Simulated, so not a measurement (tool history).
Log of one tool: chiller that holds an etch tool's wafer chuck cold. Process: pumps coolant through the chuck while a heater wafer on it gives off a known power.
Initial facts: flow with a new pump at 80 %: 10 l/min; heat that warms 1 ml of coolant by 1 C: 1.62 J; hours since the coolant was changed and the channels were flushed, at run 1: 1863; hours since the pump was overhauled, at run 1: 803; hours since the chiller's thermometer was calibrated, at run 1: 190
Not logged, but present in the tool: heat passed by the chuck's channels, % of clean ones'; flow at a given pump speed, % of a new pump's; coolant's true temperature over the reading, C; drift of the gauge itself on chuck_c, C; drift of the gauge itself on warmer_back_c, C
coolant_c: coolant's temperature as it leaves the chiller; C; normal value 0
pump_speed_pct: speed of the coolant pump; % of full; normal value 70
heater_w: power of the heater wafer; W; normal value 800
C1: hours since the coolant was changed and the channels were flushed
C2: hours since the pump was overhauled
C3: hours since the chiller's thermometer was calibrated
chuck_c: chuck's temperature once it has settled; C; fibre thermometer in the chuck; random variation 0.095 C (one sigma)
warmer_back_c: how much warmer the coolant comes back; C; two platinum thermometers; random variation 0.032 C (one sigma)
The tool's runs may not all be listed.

Run 1, day 0.000: usual settings; C1 1863; C2 803; C3 190. Result: chuck_c 8.78 C, warmer_back_c 3.37 C.
Run 2, day 6.142: usual settings but heater_w 925 W; C1 2010; C2 950; C3 338. Result: chuck_c 10.17 C, warmer_back_c 3.93 C.
Run 3, day 11.567: usual settings but heater_w 925 W; C1 2140; C2 1080; C3 468. Result: chuck_c 10.28 C, warmer_back_c 3.93 C.
Run 4, day 16.433: usual settings but coolant_c 9 C; C1 2257; C2 1197; C3 585. Result: chuck_c 17.81 C, warmer_back_c 3.47 C.
Run 5, day 21.667: usual settings but coolant_c -8 C; C1 2383; C2 1322; C3 710. Result: chuck_c 0.78 C, warmer_back_c 3.51 C.
Run 6, day 26.154: usual settings but coolant_c -8 C; C1 2490; C2 1430; C3 818. Result: chuck_c 0.81 C, warmer_back_c 3.48 C.
At day 26.725: coolant changed, channels flushed.
Run 7, day 32.583: usual settings; C1 141; C2 1579; C3 966. Result: chuck_c 8.74 C, warmer_back_c 3.54 C.
Run 8, day 37.267: usual settings but heater_w 653 W; C1 253; C2 1691; C3 1079. Result: chuck_c 7.24 C, warmer_back_c 3.03 C.
Run 9, day 40.338: usual settings; C1 327; C2 1765; C3 1152. Result: chuck_c 8.72 C, warmer_back_c 3.58 C.
Run 10, day 43.642: usual settings; C1 406; C2 1844; C3 1231. Result: chuck_c 8.82 C, warmer_back_c 3.62 C.
Run 11, day 46.521: usual settings; C1 475; C2 1913; C3 1301. Result: chuck_c 8.90 C, warmer_back_c 3.61 C.
Run 12, day 50.288: usual settings; C1 566; C2 2003; C3 1391. Result: chuck_c 8.61 C, warmer_back_c 3.67 C.
Run 13, day 54.500: usual settings but heater_w 671 W; C1 667; C2 2104; C3 1492. Result: chuck_c 7.30 C, warmer_back_c 3.12 C.
Run 14, day 58.071: usual settings but coolant_c -2 C, pump_speed_pct 91 % of full, heater_w 1108 W; C1 752; C2 2190; C3 1578. Result: chuck_c 7.79 C, warmer_back_c 3.95 C.
Run 15, day 62.196: usual settings but coolant_c 9 C; C1 851; C2 2289; C3 1677. Result: chuck_c 17.92 C, warmer_back_c 3.67 C.
Run 16, day 64.842: usual settings but coolant_c 9 C, pump_speed_pct 89 % of full, heater_w 561 W; C1 915; C2 2353; C3 1740. Result: chuck_c 14.19 C, warmer_back_c 2.19 C.
Run 17, day 68.408: usual settings but coolant_c 3 C, pump_speed_pct 98 % of full, heater_w 754 W; C1 1000; C2 2438; C3 1826. Result: chuck_c 9.37 C, warmer_back_c 2.69 C.
Run 18, day 72.362: usual settings but coolant_c 3 C, pump_speed_pct 98 % of full, heater_w 754 W; C1 1095; C2 2533; C3 1921. Result: chuck_c 9.22 C, warmer_back_c 2.59 C.
At day 75.400: gauge calibrated.
Run 19, day 77.508: usual settings but coolant_c 3 C, pump_speed_pct 98 % of full, heater_w 754 W; C1 1219; C2 2657; C3 2044. Result: chuck_c 9.17 C, warmer_back_c 2.30 C.
Run 20, day 83.104: usual settings but pump_speed_pct 66 % of full, heater_w 972 W; C1 1353; C2 2791; C3 2179. Result: chuck_c 11.25 C, warmer_back_c 4.40 C.
At day 88.567: chiller's thermometer calibrated.
Run 21, day 89.217: usual settings but coolant_c 6 C, pump_speed_pct 72 % of full; C1 1499; C2 2937; C3 16. Result: chuck_c 14.61 C, warmer_back_c 3.36 C.
Run 22, day 92.229: usual settings but heater_w 577 W; C1 1571; C2 3009; C3 88. Result: chuck_c 6.30 C, warmer_back_c 2.56 C.
Run 23, day 95.358: usual settings but pump_speed_pct 91 % of full, heater_w 979 W; C1 1646; C2 3084; C3 163. Result: chuck_c 8.81 C, warmer_back_c 3.32 C.
Run 24, day 100.838: usual settings but pump_speed_pct 91 % of full, heater_w 979 W; C1 1778; C2 3216; C3 294. Result: chuck_c 8.81 C, warmer_back_c 3.36 C.
Run 25, day 104.217: usual settings but pump_speed_pct 91 % of full, heater_w 979 W; C1 1859; C2 3297; C3 376. Result: chuck_c 8.52 C, warmer_back_c 3.33 C.

For each run, the measured value with the value that run would have given without the tool's hidden condition subtracted. The run-to-run variation is shared by both, the gauge scatter possibly not:
run  warmer_back_c
  1          +0.00
  2          +0.04
  3          +0.07
  4          +0.09
  5          +0.12
  6          +0.15
  7          +0.18
  8          +0.20
  9          +0.22
 10          +0.24
 11          +0.25
 12          +0.27
 13          +0.29
 14          +0.31
 15          +0.34
 16          +0.35
 17          +0.37
 18          +0.39
 19          +0.01
 20          +0.05
 21          +0.08
 22          +0.10
 23          +0.11
 24          +0.14
 25          +0.16
chuck_c: differs from the measured result by no more than 0.03 C in any run.
